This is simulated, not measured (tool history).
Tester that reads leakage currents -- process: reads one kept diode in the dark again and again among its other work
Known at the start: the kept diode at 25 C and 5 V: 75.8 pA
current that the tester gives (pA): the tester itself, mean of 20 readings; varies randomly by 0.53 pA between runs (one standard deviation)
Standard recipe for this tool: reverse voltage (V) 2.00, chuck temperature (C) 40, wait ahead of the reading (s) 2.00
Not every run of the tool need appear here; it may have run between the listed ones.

run	hour	reverse voltage (V)	chuck temperature (C)	wait ahead of the reading (s)	current that the tester gives (pA)
1	0.0	2.00	40	2.00	180.07
2	27.2	2.00	40	2.00	180.29
3	59.8	2.00	40	1.23	179.88
4	113.9	2.00	40	5.22	180.51
5	171.8	2.00	40	5.22	181.10
6	217.5	2.00	40	5.22	180.62
7	270.7	2.00	40	2.00	180.82
8	326.9	2.00	35	2.00	123.34
# hour 382.0: probe card cleaned and baked
9	383.8	2.00	35	2.00	119.14
# hour 390.6: tester calibrated
10	414.1	2.00	35	2.00	118.37
11	460.8	2.00	22	2.00	39.83
12	505.7	1.84	22	2.00	38.49

The next listed run, before its measurement:
13	552.1	1.84	22	2.00	?

current that the tester gives (pA): 38.70
Minus the tool's unlogged condition, the same run would have read current that the tester gives (pA) 37.66.
